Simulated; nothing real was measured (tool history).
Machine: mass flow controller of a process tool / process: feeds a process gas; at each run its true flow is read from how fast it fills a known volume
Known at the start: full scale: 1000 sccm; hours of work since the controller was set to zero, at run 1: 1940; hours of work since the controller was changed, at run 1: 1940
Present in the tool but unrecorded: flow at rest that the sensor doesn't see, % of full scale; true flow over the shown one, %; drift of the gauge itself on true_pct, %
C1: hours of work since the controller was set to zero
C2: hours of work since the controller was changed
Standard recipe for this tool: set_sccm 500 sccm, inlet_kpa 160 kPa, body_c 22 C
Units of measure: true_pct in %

run 1 hour=0 | set_sccm=500 inlet_kpa=160 body_c=22 | C1=1940 C2=1940 | true_pct=97.41
run 2 hour=109.1 | set_sccm=500 inlet_kpa=207 body_c=22 | C1=1997 C2=1997 | true_pct=97.8
run 3 hour=355.4 | set_sccm=225 inlet_kpa=160 body_c=22 | C1=2124 C2=2124 | true_pct=95.96
run 4 hour=512.2 | set_sccm=500 inlet_kpa=160 body_c=22 | C1=2205 C2=2205 | true_pct=97.39
run 5 hour=731.3 | set_sccm=500 inlet_kpa=160 body_c=22 | C1=2319 C2=2319 | true_pct=97.27
run 6 hour=953.7 | set_sccm=500 inlet_kpa=160 body_c=21 | C1=2434 C2=2434 | true_pct=97.07
run 7 hour=1150.2 | set_sccm=135 inlet_kpa=183 body_c=22 | C1=2536 C2=2536 | true_pct=93.74
run 8 hour=1256.1 | set_sccm=387 inlet_kpa=205 body_c=36 | C1=2590 C2=2590 | true_pct=98.28
run 9 hour=1370.9 | set_sccm=387 inlet_kpa=205 body_c=36 | C1=2650 C2=2650 | true_pct=98.5
run 10 hour=1508.8 | set_sccm=130 inlet_kpa=149 body_c=24 | C1=2721 C2=2721 | true_pct=93.25
run 11 hour=1676.1 | set_sccm=500 inlet_kpa=203 body_c=32 | C1=2808 C2=2808 | true_pct=98.52

The same runs without the tool's hidden state, with the same run-to-run variation:
run=1 true_pct=98.67
run=2 true_pct=99.09
run=3 true_pct=98.45
run=4 true_pct=98.79
run=5 true_pct=98.73
run=6 true_pct=98.61
run=7 true_pct=98.33
run=8 true_pct=100.24
run=9 true_pct=100.49
run=10 true_pct=98.33
run=11 true_pct=100.26

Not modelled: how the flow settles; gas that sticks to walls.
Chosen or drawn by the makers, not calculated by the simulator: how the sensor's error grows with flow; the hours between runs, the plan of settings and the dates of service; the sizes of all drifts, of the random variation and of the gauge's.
